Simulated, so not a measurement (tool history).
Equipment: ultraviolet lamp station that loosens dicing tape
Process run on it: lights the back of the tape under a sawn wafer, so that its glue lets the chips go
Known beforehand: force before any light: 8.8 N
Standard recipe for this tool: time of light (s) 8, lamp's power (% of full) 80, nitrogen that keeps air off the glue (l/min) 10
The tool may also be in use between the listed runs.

run	hour	time of light (s)	lamp's power (% of full)	nitrogen that keeps air off the glue (l/min)	force that peels the tape off (N)	light that reached the tape (mJ/cm²)
1	0	8	80	10	0.365	196
2	10.1	8	80	10	0.354	199
3	15.3	8	80	10	0.374	201
4	26.2	8	80	10	0.381	194
5	34.5	8	80	10	0.373	196
6	44.5	8	80	10	0.372	197
7	54	8	97	10	0.284	236
8	66.1	8	97	10	0.273	236
9	73.9	6	97	10	0.445	181
10	83.9	6	97	10	0.452	180
11	91.1	6	97	10	0.453	175
12	98.6	6	97	10	0.461	175
13	105.7	8	80	10	0.37	194
14	111.4	8	80	10	0.379	194
15	116.8	8	80	10	0.388	195
16	123.6	7	69	10	0.682	145
17	134.3	8	80	4	0.662	195
18	142.8	8	87	4	0.575	205
19	153.7	8	87	4	0.563	209
20	161.7	8	87	4	0.574	209
21	166.9	8	80	6	0.524	191
22	173.3	4	80	10	1.498	96
23	184.3	4	80	14	1.283	95
24	196.5	8	97	10	0.288	230
25	207.5	7	75	12	0.54	156
26	217.2	8	77	10	0.434	182
27	223.8	8	77	10	0.436	182
28	233.1	8	77	10	0.423	184
29	240.2	4	80	10	1.438	96

Hidden state or all else? Some run-to-run changes of force that peels the tape off (N), split into what the settings, what came in and random variation would give without the hidden state, and what is left for the hidden state (with any gauge scatter that isn't in both results):
Hidden conditions of the tool in this case: lamp's light, % of a new lamp's; light that the window lets through, % of a clean one's; drift of the gauge itself on peel_n, %; drift of the gauge itself on dose_mj_cm2, %.
Run 23 -> 24: time of light (s) 4 -> 8, lamp's power (% of full) 80 -> 97, nitrogen that keeps air off the glue (l/min) 14 -> 10. force that peels the tape off (N) -0.995: hidden state -0.214, all else -0.781.
Run 28 -> 29: time of light (s) 8 -> 4, lamp's power (% of full) 77 -> 80. force that peels the tape off (N) +1.015: hidden state +0.199, all else +0.816.

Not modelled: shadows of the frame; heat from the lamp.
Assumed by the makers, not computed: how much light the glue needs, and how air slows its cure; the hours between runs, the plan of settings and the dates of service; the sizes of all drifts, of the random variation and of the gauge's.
